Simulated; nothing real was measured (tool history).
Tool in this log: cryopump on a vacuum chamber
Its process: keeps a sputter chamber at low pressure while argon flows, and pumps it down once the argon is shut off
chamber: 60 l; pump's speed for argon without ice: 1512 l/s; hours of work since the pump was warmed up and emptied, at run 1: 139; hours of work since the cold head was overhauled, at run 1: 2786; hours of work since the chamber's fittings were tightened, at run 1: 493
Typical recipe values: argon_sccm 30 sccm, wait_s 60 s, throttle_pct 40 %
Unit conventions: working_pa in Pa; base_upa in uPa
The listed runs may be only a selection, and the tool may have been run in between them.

run,hour,argon_sccm,wait_s,throttle_pct,hours of work since the pump was warmed up and emptied,hours of work since the cold head was overhauled,hours of work since the chamber's fittings were tightened,working_pa,base_upa
1,0.0,30,60,40,139,2786,493,0.0877,0.92
2,53.8,30,60,40,181,2829,535,0.0884,0.88
3,106.2,30,60,40,222,2870,577,0.0876,0.94
4,165.1,30,60,40,269,2917,623,0.0889,0.95
5,222.6,30,238,40,314,2962,669,0.0903,0.49
6,300.2,30,60,40,376,3023,730,0.0908,0.93
7,390.4,30,60,40,447,3095,801,0.0930,0.99
8,466.1,30,60,40,507,3154,861,0.0927,1.05
9,521.1,58,60,40,550,3198,905,0.1822,1.00

Predict the results of run 10:
10,572.6,58,28,21,591,3238,945,?,?

Run 10 gave working_pa 0.3283 Pa, base_upa 1.76 uPa.
With the hidden condition absent and the run-to-run variation left alone, this run would have shown working_pa 0.3063 Pa, base_upa 1.50 uPa.

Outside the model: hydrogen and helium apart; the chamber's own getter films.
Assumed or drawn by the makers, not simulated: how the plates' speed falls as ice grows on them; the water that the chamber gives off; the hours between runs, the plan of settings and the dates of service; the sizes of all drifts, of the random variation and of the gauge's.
